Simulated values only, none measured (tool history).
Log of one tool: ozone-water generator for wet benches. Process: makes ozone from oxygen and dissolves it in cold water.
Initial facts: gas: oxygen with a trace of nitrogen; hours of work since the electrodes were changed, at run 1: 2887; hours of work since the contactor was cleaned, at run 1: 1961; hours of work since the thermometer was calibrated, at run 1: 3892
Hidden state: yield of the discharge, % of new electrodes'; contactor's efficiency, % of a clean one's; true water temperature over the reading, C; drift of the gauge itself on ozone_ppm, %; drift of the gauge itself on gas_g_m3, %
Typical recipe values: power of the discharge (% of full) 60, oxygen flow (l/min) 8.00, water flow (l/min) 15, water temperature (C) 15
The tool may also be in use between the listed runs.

run	hour	power of the discharge (% of full)	oxygen flow (l/min)	water flow (l/min)	water temperature (C)	hours of work since the electrodes were changed	hours of work since the contactor was cleaned	hours of work since the thermometer was calibrated	dissolved ozone (ppm)	ozone in the gas ahead of the water (g/m3)
1	0.0	60	8.00	15	15	2887	1961	3892	34.1	203.4
2	72.5	60	8.00	15	15	2955	2029	3960	35.0	203.4
3	111.0	60	8.00	15	15	2991	2065	3996	34.8	202.3
4	188.0	60	8.00	15	15	3063	2137	4068	34.6	202.3
5	234.1	60	8.00	15	15	3106	2180	4112	34.5	204.0
6	287.0	60	8.00	15	15	3156	2230	4161	34.5	202.6
7	342.3	60	8.00	15	15	3208	2282	4213	34.6	204.5
8	376.3	60	8.00	15	15	3240	2313	4245	34.3	203.5
# hour 387.7: contactor cleaned
9	442.4	60	8.00	21	11	3298	51	4303	29.8	205.1
10	518.6	60	13.78	15	16	3369	123	4375	31.0	157.6
11	557.5	60	13.78	15	16	3406	159	4411	30.9	158.9
12	634.5	60	13.78	15	12	3478	231	4483	34.0	161.4
13	703.2	69	5.62	15	12	3542	296	4548	39.4	265.3

The next listed run, before its measurement:
# hour 719.2: gauge calibrated
14	781.8	69	4.01	15	12	3616	369	4621	?	?

Run 14 measured dissolved ozone (ppm) 38.1, ozone in the gas ahead of the water (g/m3) 304.4.
Without the tool's hidden state the same run would have given dissolved ozone (ppm) 38.2, ozone in the gas ahead of the water (g/m3) 304.1.
